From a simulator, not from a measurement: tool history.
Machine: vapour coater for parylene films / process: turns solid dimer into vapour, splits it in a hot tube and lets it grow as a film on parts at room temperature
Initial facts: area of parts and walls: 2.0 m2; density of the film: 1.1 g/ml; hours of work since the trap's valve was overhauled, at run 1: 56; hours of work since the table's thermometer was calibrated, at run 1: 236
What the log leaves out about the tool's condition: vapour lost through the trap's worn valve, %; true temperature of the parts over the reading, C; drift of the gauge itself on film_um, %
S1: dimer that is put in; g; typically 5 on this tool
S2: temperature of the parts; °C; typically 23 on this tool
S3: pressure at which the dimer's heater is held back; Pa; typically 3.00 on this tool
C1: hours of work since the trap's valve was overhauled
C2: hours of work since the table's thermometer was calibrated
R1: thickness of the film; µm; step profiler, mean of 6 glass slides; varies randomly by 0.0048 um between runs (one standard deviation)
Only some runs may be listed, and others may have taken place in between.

run   hour  S1  S2     S3   C1   C2     R1
  1    0.0   5  23   3.00   56  236  1.263
  2   13.3   5  23   3.00   67  246  1.255
  3   27.3   5  23   3.00   79  258  1.258
  4   40.0   5  23   3.00   89  268  1.262
  5   48.4   5  23   3.00   96  275  1.256
  6   58.9   5  23   3.00  104  283  1.255
  7   69.4   5  23   3.00  113  292  1.257
  8   77.2   5  23   3.00  119  298  1.257
  9   84.0   5  23   3.00  124  304  1.262
 10   97.9   5  23   3.00  136  315  1.250
 11  113.0   5  23   2.27  148  327  1.287
 12  124.2   4  23   3.00  157  336  0.986
 13  136.2   4  23  10.89  167  346  0.865
 14  149.4   3  23   3.00  177  357  0.752
 15  163.9   3  23   3.00  189  368  0.750
 16  178.1   8  27   6.34  201  380  1.598
 17  186.2   8  16   6.34  207  386  2.331
 18  200.6   8  16   6.34  219  398  2.324
 19  207.9   5  24   3.00  225  404  1.191
 20  216.1   2  24   7.96  231  411  0.434
 21  229.2   6  27  10.74  242  421  1.124
 22  240.0   4  24   6.40  251  430  0.884
 23  248.8   5  21   2.17  258  437  1.371
 24  259.5   4  32   2.59  266  446  0.745
 25  268.8   5  29  11.20  274  453  0.880
 26  281.6   3  22  11.20  284  464  0.670
 27  295.8   3  22  11.20  296  475  0.657
 28  304.4   3  34   3.15  303  482  0.505
 29  320.0   5  34   4.61  315  495  0.811

Each row is a separate what-if for the run after 29, all from the same tool condition, not one after another. Results?
  A  327.3   8  22  8.72  321  501   ?
  B  327.3   3  25  3.02  321  501   ?
  C  327.3   5  34  4.08  321  501   ?
  D  327.3   5  34  4.61  321  501   ?
  E  327.3   4  15  8.33  321  501   ?

run     R1
  A  1.811
  B  0.685
  C  0.817
  D  0.805
  E  1.157
Without the tool's hidden state the same runs would have given:
run     R1
  A  1.893
  B  0.716
  C  0.853
  D  0.841
  E  1.209
